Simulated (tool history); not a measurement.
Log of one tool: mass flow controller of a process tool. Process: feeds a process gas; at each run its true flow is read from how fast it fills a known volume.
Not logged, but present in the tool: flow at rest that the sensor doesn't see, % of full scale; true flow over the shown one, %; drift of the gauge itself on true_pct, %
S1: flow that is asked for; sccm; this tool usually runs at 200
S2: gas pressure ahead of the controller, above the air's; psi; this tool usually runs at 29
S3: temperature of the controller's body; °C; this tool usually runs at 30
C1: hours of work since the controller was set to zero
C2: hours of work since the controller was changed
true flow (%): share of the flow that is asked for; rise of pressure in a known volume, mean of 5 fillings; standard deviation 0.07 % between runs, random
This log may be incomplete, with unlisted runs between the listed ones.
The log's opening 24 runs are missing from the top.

{"run": 25, "hour": 1715.8, "S1": 54, "S2": 29, "S3": 35, "C1": 2260, "C2": 2260, "true flow (%)": 95.54}
{"run": 26, "hour": 1788.9, "S1": 80, "S2": 35, "S3": 26, "C1": 2296, "C2": 2296, "true flow (%)": 95.21}
{"run": 27, "hour": 1847.1, "S1": 200, "S2": 27.1, "S3": 30, "C1": 2325, "C2": 2325, "true flow (%)": 97.06}
{"run": 28, "hour": 1888.6, "S1": 133, "S2": 40.3, "S3": 30, "C1": 2345, "C2": 2345, "true flow (%)": 96.17}
{"run": 29, "hour": 1956.3, "S1": 238, "S2": 21, "S3": 30, "C1": 2379, "C2": 2379, "true flow (%)": 97.38}
{"run": 30, "hour": 2014.8, "S1": 238, "S2": 21, "S3": 30, "C1": 2408, "C2": 2408, "true flow (%)": 97.33}
{"run": 31, "hour": 2060.9, "S1": 238, "S2": 38, "S3": 30, "C1": 2431, "C2": 2431, "true flow (%)": 97}
{"run": 32, "hour": 2116.8, "S1": 131, "S2": 29.6, "S3": 36, "C1": 2458, "C2": 2458, "true flow (%)": 96.84}
{"run": 33, "hour": 2159.2, "S1": 200, "S2": 23.4, "S3": 30, "C1": 2479, "C2": 2479, "true flow (%)": 96.95}
{"run": 34, "hour": 2203.3, "S1": 200, "S2": 23.4, "S3": 30, "C1": 2501, "C2": 2501, "true flow (%)": 96.99}
{"run": 35, "hour": 2284.1, "S1": 200, "S2": 20.9, "S3": 38, "C1": 2541, "C2": 2541, "true flow (%)": 97.8}
{"run": 36, "hour": 2355.6, "S1": 66, "S2": 29, "S3": 21, "C1": 2577, "C2": 2577, "true flow (%)": 94.19}
{"run": 37, "hour": 2438.6, "S1": 66, "S2": 29, "S3": 21, "C1": 2618, "C2": 2618, "true flow (%)": 94.19}
{"run": 38, "hour": 2522.9, "S1": 66, "S2": 29, "S3": 21, "C1": 2660, "C2": 2660, "true flow (%)": 94.17}
{"run": 39, "hour": 2574.3, "S1": 200, "S2": 29, "S3": 35, "C1": 2685, "C2": 2685, "true flow (%)": 97.27}
{"run": 40, "hour": 2627.8, "S1": 51, "S2": 35.8, "S3": 20, "C1": 2712, "C2": 2712, "true flow (%)": 93.39}
{"run": 41, "hour": 2726.3, "S1": 200, "S2": 29, "S3": 34, "C1": 2761, "C2": 2761, "true flow (%)": 97.11}
{"run": 42, "hour": 2814.5, "S1": 99, "S2": 29.9, "S3": 20, "C1": 2804, "C2": 2804, "true flow (%)": 94.71}
{"run": 43, "hour": 2871.6, "S1": 79, "S2": 39.7, "S3": 25, "C1": 2833, "C2": 2833, "true flow (%)": 94.54}
{"run": 44, "hour": 2935.7, "S1": 455, "S2": 27.4, "S3": 34, "C1": 2864, "C2": 2864, "true flow (%)": 98.72}

Branching from run 44: 5 alternative next runs. What would each branch give?
{"run": "A", "hour": 2979.7, "S1": 200, "S2": 29, "S3": 39, "C1": 2886, "C2": 2886, "true flow (%)": "?"}
{"run": "B", "hour": 2979.7, "S1": 494, "S2": 37.6, "S3": 40, "C1": 2886, "C2": 2886, "true flow (%)": "?"}
{"run": "C", "hour": 2979.7, "S1": 455, "S2": 26.5, "S3": 29, "C1": 2886, "C2": 2886, "true flow (%)": "?"}
{"run": "D", "hour": 2979.7, "S1": 196, "S2": 26.7, "S3": 38, "C1": 2886, "C2": 2886, "true flow (%)": "?"}
{"run": "E", "hour": 2979.7, "S1": 337, "S2": 39.9, "S3": 34, "C1": 2886, "C2": 2886, "true flow (%)": "?"}

run=A true_flow_(%)=97.57
run=B true_flow_(%)=99.33
run=C true_flow_(%)=98.26
run=D true_flow_(%)=97.34
run=E true_flow_(%)=97.8
With no hidden state in the tool, these same runs would have given:
run=A true_flow_(%)=99.72
run=B true_flow_(%)=101.19
run=C true_flow_(%)=100.13
run=D true_flow_(%)=99.5
run=E true_flow_(%)=99.75
